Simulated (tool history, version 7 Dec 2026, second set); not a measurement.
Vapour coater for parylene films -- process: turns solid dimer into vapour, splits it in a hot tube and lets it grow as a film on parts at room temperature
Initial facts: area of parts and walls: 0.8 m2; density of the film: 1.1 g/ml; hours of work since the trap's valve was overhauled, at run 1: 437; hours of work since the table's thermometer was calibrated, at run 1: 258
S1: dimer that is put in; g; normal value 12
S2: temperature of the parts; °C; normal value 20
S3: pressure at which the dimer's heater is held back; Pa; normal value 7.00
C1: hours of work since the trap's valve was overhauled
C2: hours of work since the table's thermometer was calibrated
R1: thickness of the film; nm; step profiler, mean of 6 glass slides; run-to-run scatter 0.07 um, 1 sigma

run    hour  S1  S2     S3   C1   C2     R1
  1     0.0  12  20   7.00  437  258   9120
  2    58.2  10  20   7.00  462  282   7470
  3   106.9  10  20   7.00  482  303   7510
  4   159.0  10  20   7.00  504  325   7440
  5   200.5  10  20   7.00  521  342   7400
  6   228.7  10  20   7.00  533  354   7260
  7   279.0   7  20   7.00  554  375   5190
      288.5  -- trap's valve overhauled
  8   327.8   7  20   7.00   16  394   4890
  9   357.0   7  20   7.00   29  406   4780
      390.2  -- trap's valve overhauled, once more
 10   420.4  12  20   7.00   13  431   9930
 11   463.6  19  20   7.00   31  449  15520
 12   495.0  12  20   7.00   44  462   9860
 13   540.7  12  20   7.00   63  482   9840
 14   569.2  12  20   7.00   75  493   9900
 15   632.1  12  21  10.13  102  520   9140
 16   658.6  12  21  10.13  113  531   9280
 17   713.0  12  21  10.13  135  554   9110
 18   743.0  20  13   7.00  148  566  19890
 19   801.6  20  13   7.00  173  591  19900
 20   827.1  20  13   7.00  183  602  19750
 21   866.9  10  17   2.17  200  618   9480
 22   929.2  10  17   2.86  226  645   9170
 23   962.1   9  18   9.91  240  658   7420
 24  1009.4   9  18   9.91  260  678   7270
 25  1040.4  20  24   6.09  273  691  13920
 26  1096.6  20  19   6.09  296  715  15880

Predict each of these 4 candidate next runs independently; none follows another, all start after run 26:
  A  1123.9  15  19  2.99  308  726   ?
  B  1123.9   7  28  8.60  308  726   ?
  C  1123.9  17  27  7.00  308  726   ?
  D  1123.9  12  20  3.69  308  726   ?

run     R1
  A  12690
  B   4200
  C  10590
  D   9630
With no hidden state in the tool, these same runs would have given:
run     R1
  A  13820
  B   4570
  C  11530
  D  10490
